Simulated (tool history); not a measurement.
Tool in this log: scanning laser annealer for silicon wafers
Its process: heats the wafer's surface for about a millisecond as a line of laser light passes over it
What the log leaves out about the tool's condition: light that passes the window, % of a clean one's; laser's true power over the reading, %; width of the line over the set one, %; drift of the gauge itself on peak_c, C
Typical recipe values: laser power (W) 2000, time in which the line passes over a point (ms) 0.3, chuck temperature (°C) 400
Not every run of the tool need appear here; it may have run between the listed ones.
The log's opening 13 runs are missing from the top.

| run | day | laser power (W) | time in which the line passes over a point (ms) | chuck temperature (°C) | hours of work since the window was cleaned | hours of work since the power meter was calibrated | hours of work since the optics were aligned | highest temperature of the surface (°C) |
|---|---|---|---|---|---|---|---|---|
| 14 | 6.762 | 1775 | 0.3 | 437 | 463 | 311 | 1463 | 985 |
| 15 | 7.271 | 1775 | 0.3 | 437 | 470 | 318 | 1469 | 982 |
| 16 | 7.746 | 2122 | 0.3 | 400 | 475 | 323 | 1474 | 1091 |
| 17 | 8.533 | 2122 | 0.3 | 400 | 485 | 333 | 1484 | 1087 |
| 18 | 9.017 | 2122 | 0.3 | 400 | 490 | 338 | 1489 | 1091 |
| 19 | 9.792 | 2000 | 0.233 | 400 | 499 | 347 | 1499 | 957 |
| 20 | 10.312 | 2000 | 0.283 | 410 | 506 | 354 | 1505 | 1024 |
| 21 | 10.883 | 2102 | 0.283 | 416 | 512 | 360 | 1512 | 1074 |
| 22 | 11.592 | 2125 | 0.3 | 371 | 521 | 369 | 1520 | 1057 |
| 23 | 12.025 | 1927 | 0.27 | 400 | 526 | 374 | 1525 | 970 |
| 24 | 12.358 | 1840 | 0.228 | 387 | 530 | 378 | 1529 | 880 |
| 25 | 12.804 | 1944 | 0.3 | 427 | 535 | 383 | 1534 | 1042 |
|  | 13.192 | window over the wafer cleaned |
| 26 | 13.521 | 1750 | 0.264 | 400 | 4 | 391 | 1542 | 938 |
| 27 | 13.971 | 1750 | 0.264 | 400 | 9 | 396 | 1547 | 935 |
| 28 | 14.412 | 1750 | 0.264 | 400 | 14 | 401 | 1552 | 938 |
| 29 | 15.175 | 1816 | 0.3 | 400 | 23 | 410 | 1561 | 1003 |
| 30 | 15.762 | 2145 | 0.231 | 379 | 30 | 417 | 1568 | 1034 |
| 31 | 16.2 | 2145 | 0.231 | 379 | 36 | 422 | 1574 | 1030 |
| 32 | 16.621 | 2000 | 0.235 | 399 | 41 | 427 | 1579 | 996 |
| 33 | 17.321 | 2117 | 0.299 | 400 | 49 | 436 | 1587 | 1135 |
| 34 | 18.025 | 2117 | 0.299 | 400 | 57 | 444 | 1595 | 1132 |
| 35 | 18.808 | 2117 | 0.299 | 400 | 67 | 453 | 1605 | 1129 |
| 36 | 19.192 | 1711 | 0.235 | 400 | 71 | 458 | 1609 | 888 |

Each row is a separate what-if for the run after 36, all from the same tool condition, not one after another. Results?
| A | 19.546 | 2185 | 0.37 | 400 | 75 | 462 | 1613 | ? |
| B | 19.546 | 1884 | 0.315 | 432 | 75 | 462 | 1613 | ? |
| C | 19.546 | 1952 | 0.363 | 411 | 75 | 462 | 1613 | ? |
| D | 19.546 | 1955 | 0.3 | 400 | 75 | 462 | 1613 | ? |

| run | highest temperature of the surface (°C) |
|---|---|
| A | 1255 |
| B | 1077 |
| C | 1140 |
| D | 1060 |
Stripped of hidden state, with their random variation kept, the same runs would have yielded:
| run | highest temperature of the surface (°C) |
|---|---|
| A | 1289 |
| B | 1103 |
| C | 1169 |
| D | 1087 |
